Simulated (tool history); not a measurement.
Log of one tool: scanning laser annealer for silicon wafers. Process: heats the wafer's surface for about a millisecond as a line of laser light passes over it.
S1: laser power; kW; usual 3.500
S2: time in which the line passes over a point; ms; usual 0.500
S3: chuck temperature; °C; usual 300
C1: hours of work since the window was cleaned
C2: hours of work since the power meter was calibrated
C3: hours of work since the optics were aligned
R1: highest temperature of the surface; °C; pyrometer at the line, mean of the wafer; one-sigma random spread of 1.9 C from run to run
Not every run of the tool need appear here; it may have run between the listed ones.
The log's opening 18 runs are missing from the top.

Run 19, hour 395.1: usual settings; C1 119; C2 1189; C3 1285. Result: R1 1039 °C.
Run 20, hour 421.2: usual settings but S2 0.596 ms; C1 138; C2 1209; C3 1304. Result: R1 1104 °C.
Run 21, hour 449.1: usual settings but S2 0.596 ms; C1 159; C2 1230; C3 1325. Result: R1 1100 °C.
At hour 466.7: optics aligned, line set to its width.
Run 22, hour 483.9: usual settings but S2 0.596 ms; C1 181; C2 1252; C3 13. Result: R1 1124 °C.
Run 23, hour 503.0: usual settings but S1 3.499 kW, S2 0.592 ms, S3 311 °C; C1 195; C2 1266; C3 27. Result: R1 1130 °C.
Run 24, hour 526.7: usual settings but S1 3.499 kW, S2 0.592 ms, S3 311 °C; C1 213; C2 1284; C3 45. Result: R1 1125 °C.
Run 25, hour 545.9: usual settings but S1 3.499 kW, S2 0.592 ms, S3 311 °C; C1 227; C2 1298; C3 59. Result: R1 1125 °C.
Run 26, hour 567.1: usual settings but S1 3.007 kW, S2 0.449 ms, S3 324 °C; C1 243; C2 1314; C3 75. Result: R1 914 °C.
Run 27, hour 581.8: usual settings but S1 3.007 kW, S2 0.448 ms, S3 296 °C; C1 254; C2 1325; C3 86. Result: R1 886 °C.
Run 28, hour 598.3: usual settings but S1 3.007 kW, S2 0.556 ms, S3 296 °C; C1 266; C2 1337; C3 98. Result: R1 948 °C.
Run 29, hour 624.3: usual settings but S1 3.264 kW, S2 0.602 ms, S3 283 °C; C1 285; C2 1356; C3 117. Result: R1 1031 °C.
Run 30, hour 645.4: usual settings but S1 3.368 kW, S2 0.539 ms, S3 283 °C; C1 301; C2 1372; C3 133. Result: R1 1008 °C.
At hour 649.5: window over the wafer cleaned.
Run 31, hour 675.7: usual settings but S1 3.368 kW, S2 0.539 ms, S3 283 °C; C1 19; C2 1393; C3 154. Result: R1 1055 °C.
Run 32, hour 706.8: usual settings but S1 3.102 kW, S2 0.539 ms, S3 309 °C; C1 43; C2 1416; C3 177. Result: R1 1007 °C.
Run 33, hour 736.4: usual settings but S1 3.102 kW, S2 0.539 ms, S3 309 °C; C1 65; C2 1438; C3 199. Result: R1 1002 °C.
Run 34, hour 763.2: usual settings but S1 3.480 kW, S3 273 °C; C1 85; C2 1458; C3 219. Result: R1 1035 °C.
Run 35, hour 791.7: usual settings but S1 3.011 kW, S3 273 °C; C1 106; C2 1479; C3 240. Result: R1 915 °C.
Run 36, hour 805.5: usual settings but S1 3.011 kW, S3 273 °C; C1 116; C2 1489; C3 250. Result: R1 912 °C.
Run 37, hour 819.0: usual settings but S1 3.609 kW, S3 308 °C; C1 126; C2 1499; C3 261. Result: R1 1098 °C.
Run 38, hour 844.2: usual settings but S1 3.609 kW, S2 0.364 ms, S3 330 °C; C1 145; C2 1518; C3 279. Result: R1 1004 °C.
Run 39, hour 857.9: usual settings but S1 3.609 kW, S2 0.364 ms, S3 328 °C; C1 155; C2 1528; C3 289. Result: R1 1007 °C.
Run 40, hour 878.1: usual settings but S1 3.240 kW, S2 0.469 ms; C1 170; C2 1543; C3 304. Result: R1 969 °C.

Branching from run 40: 5 alternative next runs. What would each branch give?
Run A, hour 908.6: usual settings but S1 3.143 kW, S2 0.417 ms; C1 193; C2 1566; C3 327. Result: R1 ?.
Run B, hour 908.6: usual settings but S1 3.461 kW, S2 0.516 ms, S3 294 °C; C1 193; C2 1566; C3 327. Result: R1 ?.
Run C, hour 908.6: usual settings but S1 3.530 kW, S2 0.372 ms; C1 193; C2 1566; C3 327. Result: R1 ?.
Run D, hour 908.6: usual settings but S2 0.519 ms; C1 193; C2 1566; C3 327. Result: R1 ?.
Run E, hour 908.6: usual settings but S1 3.827 kW, S2 0.400 ms, S3 334 °C; C1 193; C2 1566; C3 327. Result: R1 ?.

run    R1
  A   905
  B  1049
  C   958
  D  1066
  E  1087
With the hidden condition removed and each run's random variation left untouched, the same runs would have given:
run    R1
  A   935
  B  1087
  C   991
  D  1104
  E  1124
